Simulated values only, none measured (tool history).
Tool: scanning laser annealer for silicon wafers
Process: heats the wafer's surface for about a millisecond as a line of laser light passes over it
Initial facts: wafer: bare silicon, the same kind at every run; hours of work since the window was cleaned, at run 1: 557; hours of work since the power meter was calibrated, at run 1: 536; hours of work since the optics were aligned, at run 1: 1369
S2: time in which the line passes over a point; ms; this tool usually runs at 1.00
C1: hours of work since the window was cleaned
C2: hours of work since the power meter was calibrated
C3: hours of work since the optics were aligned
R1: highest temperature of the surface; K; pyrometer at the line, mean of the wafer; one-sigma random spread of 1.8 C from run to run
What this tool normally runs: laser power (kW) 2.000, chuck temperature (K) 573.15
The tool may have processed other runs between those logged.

run 1 hour=0.0 | laser_power_(kW)=2.000 S2=1.00 chuck_temperature_(K)=573.15 | C1=557 C2=536 C3=1369 | R1=1300.15
run 2 hour=13.2 | laser_power_(kW)=2.000 S2=1.00 chuck_temperature_(K)=612.15 | C1=566 C2=545 C3=1378 | R1=1339.15
run 3 hour=36.0 | laser_power_(kW)=2.000 S2=1.00 chuck_temperature_(K)=573.15 | C1=582 C2=561 C3=1394 | R1=1302.15
run 4 hour=53.6 | laser_power_(kW)=2.000 S2=1.00 chuck_temperature_(K)=573.15 | C1=594 C2=573 C3=1406 | R1=1301.15
run 5 hour=67.7 | laser_power_(kW)=2.000 S2=1.00 chuck_temperature_(K)=573.15 | C1=604 C2=583 C3=1416 | R1=1303.15
run 6 hour=82.6 | laser_power_(kW)=2.000 S2=1.00 chuck_temperature_(K)=573.15 | C1=614 C2=593 C3=1426 | R1=1299.15
run 7 hour=101.7 | laser_power_(kW)=2.000 S2=1.00 chuck_temperature_(K)=563.15 | C1=627 C2=607 C3=1439 | R1=1288.15
run 8 hour=116.5 | laser_power_(kW)=2.062 S2=1.24 chuck_temperature_(K)=573.15 | C1=637 C2=617 C3=1450 | R1=1407.15
run 9 hour=128.0 | laser_power_(kW)=2.062 S2=1.24 chuck_temperature_(K)=573.15 | C1=645 C2=625 C3=1458 | R1=1404.15
run 10 hour=146.6 | laser_power_(kW)=2.062 S2=1.24 chuck_temperature_(K)=573.15 | C1=658 C2=638 C3=1471 | R1=1404.15
run 11 hour=161.8 | laser_power_(kW)=2.150 S2=1.24 chuck_temperature_(K)=581.15 | C1=669 C2=648 C3=1481 | R1=1459.15
run 12 hour=178.5 | laser_power_(kW)=2.150 S2=1.24 chuck_temperature_(K)=581.15 | C1=680 C2=660 C3=1493 | R1=1457.15

Below are 4 alternative next runs, each starting from the tool's condition after run 12. Predict each:
run A hour=189.6 | laser_power_(kW)=2.073 S2=1.23 chuck_temperature_(K)=564.15 | C1=688 C2=668 C3=1501 | R1=?
run B hour=189.6 | laser_power_(kW)=2.150 S2=1.01 chuck_temperature_(K)=568.15 | C1=688 C2=668 C3=1501 | R1=?
run C hour=189.6 | laser_power_(kW)=2.000 S2=1.00 chuck_temperature_(K)=571.15 | C1=688 C2=668 C3=1501 | R1=?
run D hour=189.6 | laser_power_(kW)=2.062 S2=1.16 chuck_temperature_(K)=612.15 | C1=688 C2=668 C3=1501 | R1=?

run=A R1=1391.15
run=B R1=1364.15
run=C R1=1291.15
run=D R1=1415.15
Take away the tool's hidden state, keep each run's random variation, and the runs would have read:
run=A R1=1459.15
run=B R1=1429.15
run=C R1=1350.15
run=D R1=1481.15

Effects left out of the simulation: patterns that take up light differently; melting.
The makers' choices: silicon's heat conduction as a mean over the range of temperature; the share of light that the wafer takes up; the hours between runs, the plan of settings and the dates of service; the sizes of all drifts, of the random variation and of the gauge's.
